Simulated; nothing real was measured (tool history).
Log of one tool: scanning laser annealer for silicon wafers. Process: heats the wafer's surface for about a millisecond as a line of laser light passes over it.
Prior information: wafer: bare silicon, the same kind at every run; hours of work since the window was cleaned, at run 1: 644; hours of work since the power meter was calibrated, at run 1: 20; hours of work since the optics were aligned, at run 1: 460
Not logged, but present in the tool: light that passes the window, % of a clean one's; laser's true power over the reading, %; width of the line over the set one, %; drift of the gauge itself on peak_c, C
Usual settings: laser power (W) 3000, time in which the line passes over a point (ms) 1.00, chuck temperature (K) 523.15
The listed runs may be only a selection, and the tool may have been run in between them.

run    day  laser power (W)  time in which the line passes over a point (ms)  chuck temperature (K)  hours of work since the window was cleaned  hours of work since the power meter was calibrated  hours of work since the optics were aligned  highest temperature of the surface (K)
  1  0.000             3000                                             1.00                 523.15                                         644                                                  20                                          460                                 1273.15
  2  0.317             3000                                             1.00                 523.15                                         648                                                  24                                          464                                 1275.15
  3  0.800             2615                                             1.00                 523.15                                         654                                                  30                                          470                                 1164.15
  4  1.262             2615                                             1.00                 523.15                                         660                                                  36                                          476                                 1165.15
  5  1.562             2615                                             1.00                 523.15                                         664                                                  40                                          480                                 1161.15
  6  1.992             3000                                             1.00                 541.15                                         669                                                  45                                          485                                 1291.15
  7  2.462             3000                                             1.00                 541.15                                         675                                                  51                                          491                                 1290.15
  8  2.762             3139                                             1.21                 553.15                                         679                                                  55                                          495                                 1438.15
  9  3.083             3139                                             1.21                 553.15                                         683                                                  59                                          499                                 1440.15
 10  3.546             2691                                             1.05                 499.15                                         689                                                  65                                          505                                 1183.15
 11  3.792             2691                                             1.05                 499.15                                         692                                                  68                                          508                                 1181.15
 12  4.388             2691                                             1.05                 499.15                                         700                                                  76                                          516                                 1177.15

5 ways to go on from here, each from the tool as it stands after run 12. What would each give?
  A  4.850             3174                                             1.21                 508.15                                         706                                                  82                                          522                                       ?
  B  4.850             2691                                             1.05                 547.15                                         706                                                  82                                          522                                       ?
  C  4.850             2599                                             1.05                 499.15                                         706                                                  82                                          522                                       ?
  D  4.850             2691                                             1.05                 520.15                                         706                                                  82                                          522                                       ?
  E  4.850             2616                                             1.00                 523.15                                         706                                                  82                                          522                                       ?

run  highest temperature of the surface (K)
  A                                 1403.15
  B                                 1228.15
  C                                 1151.15
  D                                 1198.15
  E                                 1162.15
Without the tool's hidden state the same runs would have given:
run  highest temperature of the surface (K)
  A                                 1423.15
  B                                 1243.15
  C                                 1166.15
  D                                 1213.15
  E                                 1176.15
